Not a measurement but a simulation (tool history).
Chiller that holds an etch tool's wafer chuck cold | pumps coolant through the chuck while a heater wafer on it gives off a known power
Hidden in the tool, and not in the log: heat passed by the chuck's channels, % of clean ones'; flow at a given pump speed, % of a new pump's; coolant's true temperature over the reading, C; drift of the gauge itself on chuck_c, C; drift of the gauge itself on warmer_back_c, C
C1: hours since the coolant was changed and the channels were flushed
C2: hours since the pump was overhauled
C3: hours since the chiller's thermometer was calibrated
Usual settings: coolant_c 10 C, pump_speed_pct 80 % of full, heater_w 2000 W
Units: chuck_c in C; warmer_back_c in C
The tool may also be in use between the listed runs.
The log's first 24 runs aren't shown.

run 25 hour=2043.5 | coolant_c=18 pump_speed_pct=83 heater_w=2109 | C1=1875 C2=6971 C3=404 | chuck_c=42.1 warmer_back_c=7.63
-- hour=2117.8 chiller's thermometer calibrated, once more
run 26 hour=2118.0 | coolant_c=18 pump_speed_pct=83 heater_w=2109 | C1=1948 C2=7045 C3=0 | chuck_c=42.7 warmer_back_c=7.69
run 27 hour=2199.5 | coolant_c=16 pump_speed_pct=77 heater_w=2000 | C1=2030 C2=7126 C3=82 | chuck_c=40.9 warmer_back_c=7.85
run 28 hour=2316.9 | coolant_c=16 pump_speed_pct=77 heater_w=2000 | C1=2147 C2=7244 C3=199 | chuck_c=41.1 warmer_back_c=7.86
run 29 hour=2369.8 | coolant_c=16 pump_speed_pct=77 heater_w=2000 | C1=2200 C2=7296 C3=252 | chuck_c=41.1 warmer_back_c=7.89
run 30 hour=2436.7 | coolant_c=1 pump_speed_pct=80 heater_w=2000 | C1=2267 C2=7363 C3=319 | chuck_c=25.1 warmer_back_c=7.57
run 31 hour=2548.3 | coolant_c=10 pump_speed_pct=90 heater_w=2000 | C1=2378 C2=7475 C3=430 | chuck_c=31.9 warmer_back_c=6.76
run 32 hour=2657.5 | coolant_c=10 pump_speed_pct=61 heater_w=2614 | C1=2488 C2=7584 C3=540 | chuck_c=50.0 warmer_back_c=13.11
run 33 hour=2755.2 | coolant_c=7 pump_speed_pct=80 heater_w=2836 | C1=2585 C2=7682 C3=637 | chuck_c=41.3 warmer_back_c=10.84

Forecast each of these 3 alternatives for the next run:
run A hour=2817.9 | coolant_c=15 pump_speed_pct=80 heater_w=1910 | C1=2648 C2=7745 C3=700 | chuck_c=? warmer_back_c=?
run B hour=2817.9 | coolant_c=19 pump_speed_pct=76 heater_w=2718 | C1=2648 C2=7745 C3=700 | chuck_c=? warmer_back_c=?
run C hour=2817.9 | coolant_c=10 pump_speed_pct=80 heater_w=2032 | C1=2648 C2=7745 C3=700 | chuck_c=? warmer_back_c=?

run=A chuck_c=38.1 warmer_back_c=7.18
run=B chuck_c=53.6 warmer_back_c=10.92
run=C chuck_c=34.6 warmer_back_c=7.81
Without the tool's hidden state the same runs would have given:
run=A chuck_c=35.4 warmer_back_c=6.50
run=B chuck_c=49.6 warmer_back_c=9.89
run=C chuck_c=31.7 warmer_back_c=7.08

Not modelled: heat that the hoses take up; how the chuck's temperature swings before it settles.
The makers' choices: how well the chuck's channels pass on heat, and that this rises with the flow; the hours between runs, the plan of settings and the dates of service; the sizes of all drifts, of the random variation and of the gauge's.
